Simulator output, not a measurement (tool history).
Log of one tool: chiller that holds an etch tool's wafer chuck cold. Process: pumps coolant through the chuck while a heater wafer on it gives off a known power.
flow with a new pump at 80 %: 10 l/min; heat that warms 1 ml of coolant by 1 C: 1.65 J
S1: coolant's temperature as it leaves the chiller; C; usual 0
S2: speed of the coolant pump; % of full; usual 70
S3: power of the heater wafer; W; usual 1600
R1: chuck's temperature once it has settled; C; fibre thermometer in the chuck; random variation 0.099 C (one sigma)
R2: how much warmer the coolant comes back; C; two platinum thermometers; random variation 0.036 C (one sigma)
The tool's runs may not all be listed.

run 1 day=0.000 | S1=0 S2=70 S3=1600 | R1=13.02 R2=6.80
run 2 day=1.150 | S1=0 S2=70 S3=1600 | R1=13.02 R2=6.89
run 3 day=2.046 | S1=0 S2=70 S3=1600 | R1=13.03 R2=6.84
run 4 day=3.421 | S1=0 S2=70 S3=1600 | R1=13.19 R2=6.87
run 5 day=4.888 | S1=0 S2=70 S3=1600 | R1=13.23 R2=6.93
run 6 day=5.988 | S1=0 S2=70 S3=1600 | R1=13.09 R2=6.82
run 7 day=7.312 | S1=0 S2=70 S3=1764 | R1=14.61 R2=7.56
run 8 day=9.296 | S1=0 S2=70 S3=1764 | R1=14.59 R2=7.59
run 9 day=11.146 | S1=0 S2=70 S3=1764 | R1=14.78 R2=7.56
run 10 day=13.171 | S1=0 S2=70 S3=1600 | R1=13.10 R2=6.86
run 11 day=15.183 | S1=0 S2=70 S3=1600 | R1=13.09 R2=6.83
run 12 day=17.342 | S1=3 S2=85 S3=1849 | R1=16.24 R2=6.51
run 13 day=18.333 | S1=0 S2=87 S3=1370 | R1=9.34 R2=4.68
run 14 day=20.383 | S1=0 S2=78 S3=1370 | R1=10.45 R2=5.28
run 15 day=22.288 | S1=0 S2=72 S3=2078 | R1=17.00 R2=8.71
run 16 day=24.392 | S1=8 S2=70 S3=1600 | R1=21.24 R2=6.88
run 17 day=26.075 | S1=8 S2=70 S3=1600 | R1=21.32 R2=6.87
run 18 day=28.208 | S1=-2 S2=93 S3=1713 | R1=9.44 R2=5.58
run 19 day=29.562 | S1=-2 S2=93 S3=1913 | R1=10.81 R2=6.13
run 20 day=30.583 | S1=8 S2=93 S3=1803 | R1=19.93 R2=5.84
run 21 day=31.975 | S1=8 S2=90 S3=1628 | R1=19.13 R2=5.46
run 22 day=33.975 | S1=8 S2=90 S3=1628 | R1=19.08 R2=5.46

Forecast each of these 3 alternatives for the next run:
run A day=35.967 | S1=-7 S2=95 S3=2073 | R1=? R2=?
run B day=35.967 | S1=2 S2=82 S3=1971 | R1=? R2=?
run C day=35.967 | S1=-9 S2=61 S3=1378 | R1=? R2=?

run=A R1=6.59 R2=6.60
run=B R1=16.43 R2=7.23
run=C R1=3.73 R2=6.79
Without the tool's hidden state the same runs would have given:
run=A R1=6.01 R2=6.35
run=B R1=15.79 R2=6.96
run=C R1=3.26 R2=6.53

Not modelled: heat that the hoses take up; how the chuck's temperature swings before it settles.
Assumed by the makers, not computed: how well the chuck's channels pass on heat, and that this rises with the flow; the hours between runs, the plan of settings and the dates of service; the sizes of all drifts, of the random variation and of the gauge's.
